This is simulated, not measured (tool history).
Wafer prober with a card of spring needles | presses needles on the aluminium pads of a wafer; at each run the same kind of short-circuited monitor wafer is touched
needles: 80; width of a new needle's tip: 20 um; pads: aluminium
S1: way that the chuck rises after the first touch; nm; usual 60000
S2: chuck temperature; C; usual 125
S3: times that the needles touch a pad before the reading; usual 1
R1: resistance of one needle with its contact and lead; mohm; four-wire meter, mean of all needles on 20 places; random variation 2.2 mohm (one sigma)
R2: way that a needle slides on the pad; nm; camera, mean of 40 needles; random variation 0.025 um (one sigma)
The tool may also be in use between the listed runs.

run 1 hour=0.0 | S1=60000 S2=125 S3=1 | R1=276 R2=7680
-- hour=9.6 height of the first contact set anew
-- hour=14.8 tips cleaned on abrasive film
-- hour=39.7 tips cleaned on abrasive film
run 2 hour=51.7 | S1=60000 S2=125 S3=1 | R1=278 R2=7980
-- hour=60.5 tips cleaned on abrasive film
-- hour=80.9 tips cleaned on abrasive film
-- hour=106.4 tips cleaned on abrasive film
run 3 hour=124.3 | S1=46000 S2=125 S3=1 | R1=319 R2=6090
-- hour=129.5 tips cleaned on abrasive film
-- hour=154.8 tips cleaned on abrasive film
run 4 hour=164.3 | S1=46000 S2=125 S3=1 | R1=306 R2=6050
-- hour=178.9 tips cleaned on abrasive film
-- hour=199.3 tips cleaned on abrasive film
-- hour=223.5 tips cleaned on abrasive film
run 5 hour=237.3 | S1=46000 S2=125 S3=1 | R1=317 R2=5950
-- hour=245.1 tips cleaned on abrasive film
-- hour=269.3 tips cleaned on abrasive film
run 6 hour=281.7 | S1=46000 S2=125 S3=1 | R1=308 R2=5930
-- hour=290.9 tips cleaned on abrasive film
-- hour=315.5 tips cleaned on abrasive film
-- hour=340.4 tips cleaned on abrasive film
run 7 hour=342.5 | S1=46000 S2=125 S3=1 | R1=274 R2=5940
-- hour=362.9 tips cleaned on abrasive film
-- hour=383.3 tips cleaned on abrasive film
run 8 hour=384.0 | S1=60000 S2=125 S3=1 | R1=255 R2=7790
-- hour=405.2 tips cleaned on abrasive film
run 9 hour=422.1 | S1=57000 S2=125 S3=1 | R1=298 R2=7370
-- hour=426.2 tips cleaned on abrasive film
-- hour=451.6 tips cleaned on abrasive film
-- hour=472.0 tips cleaned on abrasive film
run 10 hour=480.7 | S1=57000 S2=125 S3=1 | R1=283 R2=7290
-- hour=496.0 tips cleaned on abrasive film
-- hour=517.6 tips cleaned on abrasive film
run 11 hour=517.6 | S1=57000 S2=125 S3=1 | R1=258 R2=7310
-- hour=540.9 tips cleaned on abrasive film
-- hour=564.6 tips cleaned on abrasive film
run 12 hour=580.8 | S1=57000 S2=125 S3=1 | R1=297 R2=7260
-- hour=585.1 tips cleaned on abrasive film
-- hour=607.9 tips cleaned on abrasive film
-- hour=631.7 tips cleaned on abrasive film
-- hour=636.8 height of the first contact set anew
-- hour=654.9 tips cleaned on abrasive film
run 13 hour=668.0 | S1=57000 S2=125 S3=1 | R1=292 R2=7580
-- hour=677.3 tips cleaned on abrasive film
-- hour=702.4 tips cleaned on abrasive film
-- hour=726.2 tips cleaned on abrasive film
run 14 hour=726.2 | S1=57000 S2=125 S3=1 | R1=257 R2=7570
-- hour=751.7 tips cleaned on abrasive film
-- hour=774.7 tips cleaned on abrasive film
run 15 hour=776.2 | S1=79000 S2=125 S3=1 | R1=253 R2=10520
-- hour=795.6 tips cleaned on abrasive film
-- hour=820.0 tips cleaned on abrasive film
-- hour=844.4 tips cleaned on abrasive film
run 16 hour=858.9 | S1=59000 S2=52 S3=1 | R1=276 R2=7750
-- hour=869.2 tips cleaned on abrasive film
-- hour=893.6 tips cleaned on abrasive film
-- hour=917.0 tips cleaned on abrasive film
run 17 hour=925.0 | S1=64000 S2=61 S3=1 | R1=260 R2=8380
-- hour=940.1 tips cleaned on abrasive film
-- hour=964.1 tips cleaned on abrasive film
-- hour=987.3 tips cleaned on abrasive film
run 18 hour=991.7 | S1=46000 S2=53 S3=1 | R1=278 R2=5990
-- hour=1010.9 tips cleaned on abrasive film
-- hour=1031.3 tips cleaned on abrasive film
run 19 hour=1049.3 | S1=46000 S2=53 S3=1 | R1=315 R2=5960

Run 20 comes next. What will it give?
-- hour=1054.4 tips cleaned on abrasive film
-- hour=1079.9 tips cleaned on abrasive film
run 20 hour=1086.3 | S1=60000 S2=125 S3=2 | R1=? R2=?

R1: 260 mohm
R2: 7770 nm
Without the tool's hidden state the same run would have given R1 241 mohm, R2 8030 nm.

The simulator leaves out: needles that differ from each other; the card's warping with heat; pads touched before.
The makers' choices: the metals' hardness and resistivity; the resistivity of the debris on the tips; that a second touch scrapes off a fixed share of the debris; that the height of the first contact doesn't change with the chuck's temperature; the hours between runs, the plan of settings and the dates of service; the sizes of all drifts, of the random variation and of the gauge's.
